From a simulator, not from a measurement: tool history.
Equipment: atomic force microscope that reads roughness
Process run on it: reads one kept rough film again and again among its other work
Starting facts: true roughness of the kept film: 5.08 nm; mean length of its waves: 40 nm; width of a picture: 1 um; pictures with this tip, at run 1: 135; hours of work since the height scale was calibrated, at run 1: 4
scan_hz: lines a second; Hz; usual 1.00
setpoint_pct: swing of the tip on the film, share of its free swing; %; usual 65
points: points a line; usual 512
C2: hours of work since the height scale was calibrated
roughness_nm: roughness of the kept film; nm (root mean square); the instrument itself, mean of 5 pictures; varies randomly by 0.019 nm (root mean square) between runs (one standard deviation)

Run 1, hour 0.0: usual settings; pictures with this tip 135; C2 4. Result: roughness_nm 4.229 nm (root mean square).
Run 2, hour 8.1: usual settings but setpoint_pct 79 %; pictures with this tip 147; C2 8. Result: roughness_nm 4.081 nm (root mean square).
Run 3, hour 18.8: usual settings but setpoint_pct 79 %; pictures with this tip 164; C2 14. Result: roughness_nm 4.057 nm (root mean square).
Run 4, hour 29.7: usual settings but setpoint_pct 79 %; pictures with this tip 181; C2 19. Result: roughness_nm 3.999 nm (root mean square).
Run 5, hour 40.3: usual settings but setpoint_pct 79 %; pictures with this tip 198; C2 24. Result: roughness_nm 3.957 nm (root mean square).
Run 6, hour 51.6: usual settings but setpoint_pct 79 %; pictures with this tip 215; C2 29. Result: roughness_nm 3.948 nm (root mean square).
Run 7, hour 64.5: usual settings but setpoint_pct 79 %; pictures with this tip 235; C2 36. Result: roughness_nm 3.879 nm (root mean square).
Run 8, hour 77.0: usual settings but setpoint_pct 79 %; pictures with this tip 255; C2 42. Result: roughness_nm 3.826 nm (root mean square).
At hour 79.0: height scale calibrated on a step standard.
Run 9, hour 85.9: usual settings but scan_hz 3.09 Hz; pictures with this tip 267; C2 3. Result: roughness_nm 3.802 nm (root mean square).
Run 10, hour 95.1: usual settings but scan_hz 3.09 Hz; pictures with this tip 282; C2 8. Result: roughness_nm 3.750 nm (root mean square).
At hour 99.1: new tip fitted.
Run 11, hour 105.3: usual settings but scan_hz 0.50 Hz, setpoint_pct 78 %, points 404; pictures with this tip 10; C2 13. Result: roughness_nm 4.533 nm (root mean square).

Each row is a separate what-if for the run after 11, all from the same tool condition, not one after another. Results?
Run A, hour 117.7: usual settings but scan_hz 1.17 Hz, setpoint_pct 68 %; pictures with this tip 29; C2 19. Result: roughness_nm ?.
Run B, hour 117.7: usual settings but scan_hz 0.59 Hz, setpoint_pct 76 %, points 404; pictures with this tip 29; C2 19. Result: roughness_nm ?.
Run C, hour 117.7: usual settings but scan_hz 2.49 Hz; pictures with this tip 29; C2 19. Result: roughness_nm ?.
Run D, hour 117.7: usual settings but scan_hz 1.06 Hz, setpoint_pct 78 %, points 724; pictures with this tip 29; C2 19. Result: roughness_nm ?.
Run E, hour 117.7: usual settings but scan_hz 0.50 Hz, setpoint_pct 78 %, points 602; pictures with this tip 29; C2 19. Result: roughness_nm ?.

run  roughness_nm
  A         4.450
  B         4.424
  C         4.358
  D         4.373
  E         4.475
What these runs would have given with no unlogged condition in the tool:
run  roughness_nm
  A         4.542
  B         4.516
  C         4.448
  D         4.464
  E         4.567
